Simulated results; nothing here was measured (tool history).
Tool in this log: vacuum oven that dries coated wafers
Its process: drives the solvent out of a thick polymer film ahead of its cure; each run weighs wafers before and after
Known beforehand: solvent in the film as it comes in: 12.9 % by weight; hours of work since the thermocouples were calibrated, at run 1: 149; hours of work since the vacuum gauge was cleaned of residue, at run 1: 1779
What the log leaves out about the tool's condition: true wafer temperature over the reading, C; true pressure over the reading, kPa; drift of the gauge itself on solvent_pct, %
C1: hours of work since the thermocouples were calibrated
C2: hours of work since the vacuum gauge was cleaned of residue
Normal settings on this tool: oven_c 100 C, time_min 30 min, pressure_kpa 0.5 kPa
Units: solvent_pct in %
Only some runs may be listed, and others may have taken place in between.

{"run": 1, "day": 0.0, "oven_c": 100, "time_min": 30, "pressure_kpa": 0.5, "C1": 149, "C2": 1779, "solvent_pct": 1.67}
{"run": 2, "day": 1.967, "oven_c": 111, "time_min": 30, "pressure_kpa": 0.5, "C1": 174, "C2": 1805, "solvent_pct": 0.43}
{"run": 3, "day": 5.35, "oven_c": 100, "time_min": 30, "pressure_kpa": 0.5, "C1": 218, "C2": 1849, "solvent_pct": 1.6}
{"run": 4, "day": 8.921, "oven_c": 100, "time_min": 30, "pressure_kpa": 0.5, "C1": 265, "C2": 1896, "solvent_pct": 1.7}
{"run": 5, "day": 10.867, "oven_c": 100, "time_min": 30, "pressure_kpa": 0.5, "C1": 291, "C2": 1921, "solvent_pct": 1.65}
{"run": 6, "day": 13.946, "oven_c": 100, "time_min": 30, "pressure_kpa": 0.336, "C1": 331, "C2": 1961, "solvent_pct": 1.59}
{"run": 7, "day": 17.112, "oven_c": 100, "time_min": 30, "pressure_kpa": 0.5, "C1": 372, "C2": 2003, "solvent_pct": 1.7}
{"run": 8, "day": 20.296, "oven_c": 100, "time_min": 30, "pressure_kpa": 0.531, "C1": 414, "C2": 2044, "solvent_pct": 1.68}
{"run": 9, "day": 23.525, "oven_c": 100, "time_min": 52, "pressure_kpa": 0.5, "C1": 456, "C2": 2086, "solvent_pct": 0.77}
{"run": 10, "day": 25.312, "oven_c": 100, "time_min": 52, "pressure_kpa": 0.5, "C1": 479, "C2": 2110, "solvent_pct": 0.71}
{"run": 11, "day": 26.767, "oven_c": 100, "time_min": 52, "pressure_kpa": 0.5, "C1": 498, "C2": 2129, "solvent_pct": 0.85}
{"run": 12, "day": 28.417, "oven_c": 100, "time_min": 22, "pressure_kpa": 0.5, "C1": 520, "C2": 2150, "solvent_pct": 2.54}
{"run": 13, "day": 30.592, "oven_c": 100, "time_min": 22, "pressure_kpa": 0.5, "C1": 548, "C2": 2179, "solvent_pct": 2.48}
{"run": 14, "day": 32.658, "oven_c": 113, "time_min": 22, "pressure_kpa": 0.5, "C1": 575, "C2": 2206, "solvent_pct": 0.6}
{"run": 15, "day": 34.738, "oven_c": 100, "time_min": 30, "pressure_kpa": 0.5, "C1": 602, "C2": 2233, "solvent_pct": 1.62}
{"run": 16, "day": 38.108, "oven_c": 100, "time_min": 30, "pressure_kpa": 0.28, "C1": 646, "C2": 2277, "solvent_pct": 1.59}
{"run": 17, "day": 41.058, "oven_c": 100, "time_min": 30, "pressure_kpa": 0.28, "C1": 685, "C2": 2315, "solvent_pct": 1.55}
{"run": 18, "day": 42.662, "oven_c": 100, "time_min": 20, "pressure_kpa": 0.5, "C1": 706, "C2": 2336, "solvent_pct": 2.8}
{"day": 43.775, "done": "vacuum gauge cleaned of residue and calibrated"}
{"run": 19, "day": 44.833, "oven_c": 100, "time_min": 20, "pressure_kpa": 0.5, "C1": 733, "C2": 14, "solvent_pct": 2.38}
{"run": 20, "day": 46.929, "oven_c": 100, "time_min": 20, "pressure_kpa": 0.5, "C1": 761, "C2": 41, "solvent_pct": 2.43}
{"run": 21, "day": 50.033, "oven_c": 90, "time_min": 30, "pressure_kpa": 0.5, "C1": 801, "C2": 82, "solvent_pct": 3.68}
{"run": 22, "day": 52.838, "oven_c": 90, "time_min": 30, "pressure_kpa": 0.5, "C1": 838, "C2": 118, "solvent_pct": 3.64}
{"run": 23, "day": 54.821, "oven_c": 90, "time_min": 30, "pressure_kpa": 0.5, "C1": 864, "C2": 144, "solvent_pct": 3.7}
{"day": 55.212, "done": "oven's thermocouples calibrated"}
{"run": 24, "day": 58.312, "oven_c": 90, "time_min": 30, "pressure_kpa": 0.5, "C1": 40, "C2": 189, "solvent_pct": 3.72}
{"run": 25, "day": 60.712, "oven_c": 101, "time_min": 49, "pressure_kpa": 0.976, "C1": 72, "C2": 220, "solvent_pct": 0.65}
{"run": 26, "day": 63.662, "oven_c": 86, "time_min": 25, "pressure_kpa": 0.568, "C1": 110, "C2": 259, "solvent_pct": 5.48}
{"run": 27, "day": 66.625, "oven_c": 109, "time_min": 20, "pressure_kpa": 0.568, "C1": 149, "C2": 297, "solvent_pct": 0.8}
{"run": 28, "day": 69.729, "oven_c": 100, "time_min": 30, "pressure_kpa": 1.036, "C1": 190, "C2": 338, "solvent_pct": 1.42}
{"run": 29, "day": 71.662, "oven_c": 100, "time_min": 25, "pressure_kpa": 0.527, "C1": 215, "C2": 363, "solvent_pct": 1.69}
{"run": 30, "day": 73.45, "oven_c": 114, "time_min": 30, "pressure_kpa": 0.268, "C1": 238, "C2": 386, "solvent_pct": 0.09}
{"day": 75.367, "done": "oven's thermocouples calibrated, once more"}
{"run": 31, "day": 76.333, "oven_c": 100, "time_min": 30, "pressure_kpa": 0.956, "C1": 13, "C2": 423, "solvent_pct": 1.52}
{"run": 32, "day": 78.338, "oven_c": 113, "time_min": 35, "pressure_kpa": 1.705, "C1": 39, "C2": 449, "solvent_pct": 0.47}
{"run": 33, "day": 80.646, "oven_c": 113, "time_min": 35, "pressure_kpa": 1.705, "C1": 69, "C2": 479, "solvent_pct": 0.47}
{"run": 34, "day": 83.871, "oven_c": 113, "time_min": 35, "pressure_kpa": 1.705, "C1": 111, "C2": 521, "solvent_pct": 0.44}
{"run": 35, "day": 85.958, "oven_c": 96, "time_min": 47, "pressure_kpa": 0.386, "C1": 138, "C2": 549, "solvent_pct": 1}
{"run": 36, "day": 89.492, "oven_c": 100, "time_min": 52, "pressure_kpa": 0.5, "C1": 184, "C2": 595, "solvent_pct": 0.46}
{"run": 37, "day": 92.838, "oven_c": 99, "time_min": 30, "pressure_kpa": 0.44, "C1": 228, "C2": 639, "solvent_pct": 1.5}
{"run": 38, "day": 95.842, "oven_c": 108, "time_min": 17, "pressure_kpa": 0.661, "C1": 267, "C2": 678, "solvent_pct": 1.4}
{"run": 39, "day": 97.512, "oven_c": 100, "time_min": 20, "pressure_kpa": 0.5, "C1": 289, "C2": 700, "solvent_pct": 2.56}
{"run": 40, "day": 100.571, "oven_c": 89, "time_min": 54, "pressure_kpa": 0.5, "C1": 329, "C2": 740, "solvent_pct": 2.07}
{"run": 41, "day": 102.767, "oven_c": 93, "time_min": 30, "pressure_kpa": 0.419, "C1": 358, "C2": 768, "solvent_pct": 3.01}
{"run": 42, "day": 104.388, "oven_c": 93, "time_min": 30, "pressure_kpa": 0.419, "C1": 379, "C2": 789, "solvent_pct": 2.95}
{"run": 43, "day": 106.892, "oven_c": 93, "time_min": 30, "pressure_kpa": 0.419, "C1": 412, "C2": 822, "solvent_pct": 2.91}
{"run": 44, "day": 108.571, "oven_c": 93, "time_min": 30, "pressure_kpa": 0.419, "C1": 434, "C2": 844, "solvent_pct": 2.96}
{"run": 45, "day": 111.254, "oven_c": 93, "time_min": 19, "pressure_kpa": 0.762, "C1": 469, "C2": 879, "solvent_pct": 4.64}
{"run": 46, "day": 112.858, "oven_c": 93, "time_min": 19, "pressure_kpa": 0.634, "C1": 490, "C2": 900, "solvent_pct": 4.6}
{"run": 47, "day": 115.467, "oven_c": 93, "time_min": 19, "pressure_kpa": 0.634, "C1": 524, "C2": 934, "solvent_pct": 4.63}
{"run": 48, "day": 117.467, "oven_c": 93, "time_min": 19, "pressure_kpa": 0.634, "C1": 550, "C2": 960, "solvent_pct": 4.72}

Each row is a separate what-if for the run after 48, all from the same tool condition, not one after another. Results?
{"run": "A", "day": 120.275, "oven_c": 105, "time_min": 35, "pressure_kpa": 0.888, "C1": 587, "C2": 997, "solvent_pct": "?"}
{"run": "B", "day": 120.275, "oven_c": 111, "time_min": 30, "pressure_kpa": 0.5, "C1": 587, "C2": 997, "solvent_pct": "?"}
{"run": "C", "day": 120.275, "oven_c": 100, "time_min": 20, "pressure_kpa": 0.455, "C1": 587, "C2": 997, "solvent_pct": "?"}

run=A solvent_pct=0.65
run=B solvent_pct=0.29
run=C solvent_pct=2.45
Without the tool's unlogged condition, the same runs would have read:
run=A solvent_pct=0.56
run=B solvent_pct=0.19
run=C solvent_pct=2.48
